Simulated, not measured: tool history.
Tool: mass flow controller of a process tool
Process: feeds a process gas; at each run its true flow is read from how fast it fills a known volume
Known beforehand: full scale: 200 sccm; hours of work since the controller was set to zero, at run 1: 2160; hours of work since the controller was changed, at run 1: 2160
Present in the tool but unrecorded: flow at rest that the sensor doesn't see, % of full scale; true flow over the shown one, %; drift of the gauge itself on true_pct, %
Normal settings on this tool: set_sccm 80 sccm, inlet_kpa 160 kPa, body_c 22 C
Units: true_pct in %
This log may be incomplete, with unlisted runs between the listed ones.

run    hour  set_sccm  inlet_kpa  body_c  hours of work since the controller was set to zero  hours of work since the controller was changed  true_pct
  1     0.0        80        160      22                                                2160                                            2160     97.31
  2    64.7        80        160      22                                                2205                                            2205     97.26
  3   113.8        80        160      22                                                2240                                            2240     97.22
  4   193.2        80        160      22                                                2295                                            2295     97.16
  5   251.7        80        227      22                                                2336                                            2336     97.05
  6   296.6        80        192      22                                                2368                                            2368     97.15
  7   375.5        80        192      22                                                2423                                            2423     96.97
  8   439.8        80        192      22                                                2468                                            2468     97.14
  9   487.8        80        192      22                                                2502                                            2502     97.09
 10   540.7        80        192      22                                                2539                                            2539     97.00
 11   574.4        80        211      22                                                2563                                            2563     96.85
 12   619.8        80        211      22                                                2594                                            2594     96.95
      623.8  -- controller's zero set anew
 13   676.0        80        211      22                                                  37                                            2634     96.73
 14   721.7        80        211      22                                                  69                                            2666     96.72
      769.0  -- controller's zero set anew, once more
 15   804.9        80        211      22                                                  25                                            2724     97.56
 16   843.9        21        249      22                                                  53                                            2751     96.66
 17   905.8        80        170      22                                                  96                                            2794     97.47
 18   970.0       106        170      34                                                 141                                            2839     97.37
 19  1007.4       106        170      34                                                 167                                            2866     97.31
 20  1069.7        35        231      21                                                 211                                            2909     96.78
 21  1147.8        35        255      21                                                 266                                            2964     96.73
 22  1226.2        35        255      21                                                 321                                            3019     96.69
 23  1263.6        23        189      28                                                 347                                            3045     96.17
 24  1303.3        53        238      28                                                 375                                            3073     96.65
 25  1359.3        80        186      27                                                 414                                            3112     97.22
 26  1428.0        80        186      27                                                 462                                            3161     97.07
 27  1482.6        80        193      32                                                 501                                            3199     96.94
 28  1537.5        80        185      30                                                 539                                            3237     97.02
 29  1576.8       184        160      21                                                 567                                            3265     98.72
 30  1620.2       184        160      24                                                 597                                            3295     98.51

Alternative continuations, all from the tool just after run 30; predict every row:
  A  1690.1        80        231      30                                                 646                                            3344         ?
  B  1690.1        36        160      22                                                 646                                            3344         ?
  C  1690.1        36        160      27                                                 646                                            3344         ?
  D  1690.1       189        169      33                                                 646                                            3344         ?

run  true_pct
  A     96.82
  B     96.47
  C     96.41
  D     98.42
Without the tool's hidden state the same runs would have given:
run  true_pct
  A     98.23
  B     98.10
  C     98.04
  D     99.72
